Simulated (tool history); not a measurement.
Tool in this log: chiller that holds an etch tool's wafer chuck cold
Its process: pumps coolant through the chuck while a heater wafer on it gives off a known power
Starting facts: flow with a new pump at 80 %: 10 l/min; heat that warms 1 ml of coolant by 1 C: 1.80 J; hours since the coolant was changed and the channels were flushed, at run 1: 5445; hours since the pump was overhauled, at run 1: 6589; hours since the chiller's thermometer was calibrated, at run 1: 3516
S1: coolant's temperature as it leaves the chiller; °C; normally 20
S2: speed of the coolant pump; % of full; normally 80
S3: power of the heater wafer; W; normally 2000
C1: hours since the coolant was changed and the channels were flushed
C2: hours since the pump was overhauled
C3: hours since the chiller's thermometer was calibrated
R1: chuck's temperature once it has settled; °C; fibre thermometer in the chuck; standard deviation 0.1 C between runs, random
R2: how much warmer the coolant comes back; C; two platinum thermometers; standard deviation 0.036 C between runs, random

run,day,S1,S2,S3,C1,C2,C3,R1,R2
1,0.000,20,80,2000,5445,6589,3516,34.1,6.69
2,4.275,20,80,1332,5548,6691,3618,29.3,4.46
3,10.771,20,80,2000,5704,6847,3774,34.3,6.70
4,15.117,20,80,2000,5808,6952,3879,34.3,6.68
# day 22.983: coolant changed, channels flushed
5,23.717,20,80,2000,18,7152,4079,34.2,6.69
6,31.708,20,67,2000,209,7344,4271,36.4,8.09
7,39.367,20,95,2000,393,7528,4455,32.2,5.55
8,45.304,20,80,2000,536,7670,4597,34.2,6.69
9,49.250,20,80,2000,630,7765,4692,34.3,6.67
# day 49.962: chiller's thermometer calibrated
10,57.350,20,80,2000,824,7958,177,34.2,6.60
11,64.808,20,80,1365,1003,8137,356,29.6,4.52
12,71.012,20,80,1365,1152,8286,505,29.8,4.58
13,79.050,20,80,2000,1345,8479,698,34.1,6.67
14,86.996,20,80,1415,1535,8670,889,30.1,4.68
15,90.571,20,80,1415,1621,8755,975,30.0,4.74
16,96.512,20,80,1415,1764,8898,1117,30.1,4.67
17,103.217,13,80,2000,1925,9059,1278,27.2,6.67
18,109.104,27,80,1174,2066,9200,1419,35.4,3.91
19,114.717,27,80,1174,2201,9335,1554,35.4,3.89
20,120.588,25,68,1992,2342,9476,1695,41.4,7.94
21,125.271,25,68,1348,2454,9588,1807,36.2,5.36
22,128.879,22,87,1656,2540,9675,1894,32.9,5.12
23,133.162,26,80,1079,2643,9778,1997,33.7,3.60
24,139.021,26,80,1079,2784,9918,2137,33.7,3.62
25,142.783,22,77,2610,2874,10009,2228,41.2,9.12
26,148.396,22,77,2610,3009,10143,2362,41.2,9.11
27,155.538,13,96,2225,3180,10315,2534,26.5,6.15
28,161.483,27,69,1095,3323,10457,2676,35.9,4.26
29,168.125,27,69,1095,3482,10617,2836,35.8,4.29
30,175.346,27,69,1095,3656,10790,3009,35.9,4.30
31,179.783,17,69,2894,3762,10897,3116,40.8,11.36

Predict each of these 4 candidate next runs independently; none follows another, all start after run 31:
# day 183.496: coolant pump overhauled
A,183.496,20,66,2000,3846,0,3200,?,?
# day 183.496: coolant pump overhauled
B,183.496,17,81,2894,3846,0,3200,?,?
# day 183.496: coolant pump overhauled
C,183.496,16,100,2980,3846,0,3200,?,?
# day 183.496: coolant pump overhauled
D,183.496,17,68,1572,3846,0,3200,?,?

run,R1,R2
A,36.9,8.21
B,37.2,9.55
C,33.2,7.81
D,29.7,6.26
Take away the tool's hidden state, keep each run's random variation, and the runs would have read:
run,R1,R2
A,36.9,8.21
B,37.2,9.55
C,33.2,7.81
D,29.7,6.26
